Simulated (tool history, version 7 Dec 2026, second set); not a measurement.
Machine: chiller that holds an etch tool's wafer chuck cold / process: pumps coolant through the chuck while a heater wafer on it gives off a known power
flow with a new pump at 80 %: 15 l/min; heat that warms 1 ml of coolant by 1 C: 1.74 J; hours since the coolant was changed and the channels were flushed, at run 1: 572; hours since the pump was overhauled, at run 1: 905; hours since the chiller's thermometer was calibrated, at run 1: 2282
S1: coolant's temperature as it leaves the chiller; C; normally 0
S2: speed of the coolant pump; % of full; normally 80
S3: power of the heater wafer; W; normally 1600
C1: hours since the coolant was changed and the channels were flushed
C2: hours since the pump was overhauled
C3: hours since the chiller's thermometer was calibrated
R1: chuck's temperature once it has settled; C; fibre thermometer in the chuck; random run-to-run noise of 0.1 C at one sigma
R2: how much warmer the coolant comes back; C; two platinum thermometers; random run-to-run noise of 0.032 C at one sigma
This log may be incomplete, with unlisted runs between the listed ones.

Run 1, hour 0: usual settings; C1 572; C2 905; C3 2282. Result: R1 9.6 C, R2 3.65 C.
Run 2, hour 29.6: usual settings; C1 602; C2 934; C3 2312. Result: R1 9.7 C, R2 3.68 C.
Run 3, hour 54.9: usual settings; C1 627; C2 960; C3 2337. Result: R1 9.6 C, R2 3.65 C.
Run 4, hour 99.6: usual settings; C1 672; C2 1005; C3 2382. Result: R1 9.8 C, R2 3.65 C.
Run 5, hour 130.5: usual settings; C1 703; C2 1035; C3 2413. Result: R1 9.8 C, R2 3.67 C.
Run 6, hour 168.4: usual settings but S2 90 % of full; C1 740; C2 1073; C3 2451. Result: R1 8.7 C, R2 3.33 C.
Run 7, hour 219.3: usual settings but S2 90 % of full; C1 791; C2 1124; C3 2502. Result: R1 8.7 C, R2 3.28 C.
Run 8, hour 263: usual settings but S2 90 % of full; C1 835; C2 1168; C3 2545. Result: R1 8.7 C, R2 3.28 C.
Run 9, hour 320.3: usual settings but S2 90 % of full; C1 892; C2 1225; C3 2603. Result: R1 8.7 C, R2 3.26 C.
Run 10, hour 350.4: usual settings but S2 79 % of full; C1 922; C2 1255; C3 2633. Result: R1 9.7 C, R2 3.73 C.
Run 11, hour 400.6: usual settings but S2 79 % of full; C1 973; C2 1306; C3 2683. Result: R1 9.7 C, R2 3.75 C.
Run 12, hour 429: usual settings but S2 79 % of full; C1 1001; C2 1334; C3 2711. Result: R1 9.7 C, R2 3.79 C.
Run 13, hour 461.5: usual settings; C1 1034; C2 1366; C3 2744. Result: R1 9.5 C, R2 3.72 C.
Run 14, hour 514.1: usual settings; C1 1086; C2 1419; C3 2796. Result: R1 9.7 C, R2 3.68 C.
Run 15, hour 559.7: usual settings; C1 1132; C2 1465; C3 2842. Result: R1 9.8 C, R2 3.62 C.
Run 16, hour 616.5: usual settings; C1 1188; C2 1521; C3 2899. Result: R1 9.8 C, R2 3.69 C.
Run 17, hour 662.5: usual settings but S2 81 % of full; C1 1234; C2 1567; C3 2945. Result: R1 9.4 C, R2 3.65 C.
Run 18, hour 712.5: usual settings but S1 1 C, S2 88 % of full, S3 1738 W; C1 1284; C2 1617; C3 2995. Result: R1 10.7 C, R2 3.71 C.
Run 19, hour 764.3: usual settings but S3 2332 W; C1 1336; C2 1669; C3 3047. Result: R1 13.9 C, R2 5.37 C.
Run 20, hour 803.8: usual settings but S1 1 C, S2 76 % of full; C1 1376; C2 1709; C3 3086. Result: R1 10.9 C, R2 3.8 C.
Run 21, hour 859.5: usual settings but S1 -9 C, S2 76 % of full, S3 806 W; C1 1431; C2 1764; C3 3142. Result: R1 -4.1 C, R2 1.94 C.
Run 22, hour 901.2: usual settings but S1 -9 C, S2 76 % of full, S3 806 W; C1 1473; C2 1806; C3 3183. Result: R1 -3.7 C, R2 1.92 C.
Run 23, hour 942.6: usual settings but S1 -6 C, S2 79 % of full, S3 1316 W; C1 1515; C2 1847; C3 3225. Result: R1 1.9 C, R2 3.06 C.
Run 24, hour 995.3: usual settings but S1 -6 C, S2 79 % of full, S3 1316 W; C1 1567; C2 1900; C3 3278. Result: R1 2 C, R2 3.08 C.
Run 25, hour 1034.9: usual settings but S1 4 C, S2 66 % of full, S3 2067 W; C1 1607; C2 1940; C3 3317. Result: R1 18.4 C, R2 5.69 C.
Run 26, hour 1073.1: usual settings but S1 4 C, S2 66 % of full, S3 2067 W; C1 1645; C2 1978; C3 3355. Result: R1 18.6 C, R2 5.71 C.
Run 27, hour 1097.9: usual settings but S1 4 C, S2 63 % of full, S3 2067 W; C1 1670; C2 2003; C3 3380. Result: R1 18.9 C, R2 5.99 C.
Run 28, hour 1135.2: usual settings but S1 4 C, S2 63 % of full, S3 2067 W; C1 1707; C2 2040; C3 3418. Result: R1 18.9 C, R2 5.92 C.
Run 29, hour 1170.1: usual settings but S2 74 % of full, S3 1930 W; C1 1742; C2 2075; C3 3452. Result: R1 12.2 C, R2 4.82 C.
Run 30, hour 1204.6: usual settings but S2 74 % of full, S3 1930 W; C1 1777; C2 2110; C3 3487. Result: R1 12.1 C, R2 4.72 C.
Run 31, hour 1248.5: usual settings but S2 74 % of full, S3 1930 W; C1 1820; C2 2153; C3 3531. Result: R1 12.5 C, R2 4.82 C.
Run 32, hour 1278.8: usual settings but S2 74 % of full, S3 1930 W; C1 1851; C2 2184; C3 3561. Result: R1 12.4 C, R2 4.79 C.

Alternative continuations, all from the tool just after run 32; predict every row:
Run A, hour 1311.5: usual settings but S1 8 C, S2 85 % of full, S3 1815 W; C1 1883; C2 2216; C3 3594. Result: R1 ?, R2 ?.
Run B, hour 1311.5: usual settings but S2 99 % of full; C1 1883; C2 2216; C3 3594. Result: R1 ?, R2 ?.
Run C, hour 1311.5: usual settings but S2 85 % of full, S3 916 W; C1 1883; C2 2216; C3 3594. Result: R1 ?, R2 ?.
Run D, hour 1311.5: usual settings but S2 84 % of full, S3 1406 W; C1 1883; C2 2216; C3 3594. Result: R1 ?, R2 ?.

run    R1    R2
  A  18.4  3.95
  B   8.2  3.01
  C   5.2  1.97
  D     8  3.11
With no hidden state in the tool, these same runs would have given:
run    R1    R2
  A  18.4  3.95
  B   8.2  3.01
  C   5.2  1.97
  D     8  3.11
